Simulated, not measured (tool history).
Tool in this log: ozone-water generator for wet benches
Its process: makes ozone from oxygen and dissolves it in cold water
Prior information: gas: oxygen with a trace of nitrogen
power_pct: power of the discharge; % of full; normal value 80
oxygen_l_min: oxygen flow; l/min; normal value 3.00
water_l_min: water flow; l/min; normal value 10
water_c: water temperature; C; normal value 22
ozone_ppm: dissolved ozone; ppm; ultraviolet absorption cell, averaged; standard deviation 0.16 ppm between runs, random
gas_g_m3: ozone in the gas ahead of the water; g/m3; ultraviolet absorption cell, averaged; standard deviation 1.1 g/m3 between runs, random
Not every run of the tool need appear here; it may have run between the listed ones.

run	day	power_pct	oxygen_l_min	water_l_min	water_c	ozone_ppm	gas_g_m3
1	0.000	80	3.00	10	22	18.7	174.7
2	2.838	80	3.00	10	22	18.4	174.3
3	8.404	80	3.00	10	22	18.7	173.7
4	12.346	80	3.00	10	22	18.0	174.3
5	17.350	80	3.00	10	22	18.1	174.1
6	20.054	80	3.00	10	22	18.4	172.2
7	22.838	80	4.78	10	29	15.6	138.8
8	26.896	56	3.53	8	21	17.0	124.9
9	30.325	41	2.17	13	15	9.6	125.5
10	33.262	83	4.19	14	15	15.8	149.8
11	37.054	80	4.95	10	21	17.9	134.6

What if the next run were any one of these 3? Each begins from the tool's condition after run 11:
A	41.446	100	4.95	15	20	?	?
B	41.446	80	2.04	10	22	?	?
C	41.446	52	2.95	14	21	?	?

run	ozone_ppm	gas_g_m3
A	15.7	157.2
B	17.8	204.7
C	10.0	127.7
Without the tool's unlogged condition, the same runs would have read:
run	ozone_ppm	gas_g_m3
A	19.0	178.8
B	20.9	229.0
C	11.5	138.3
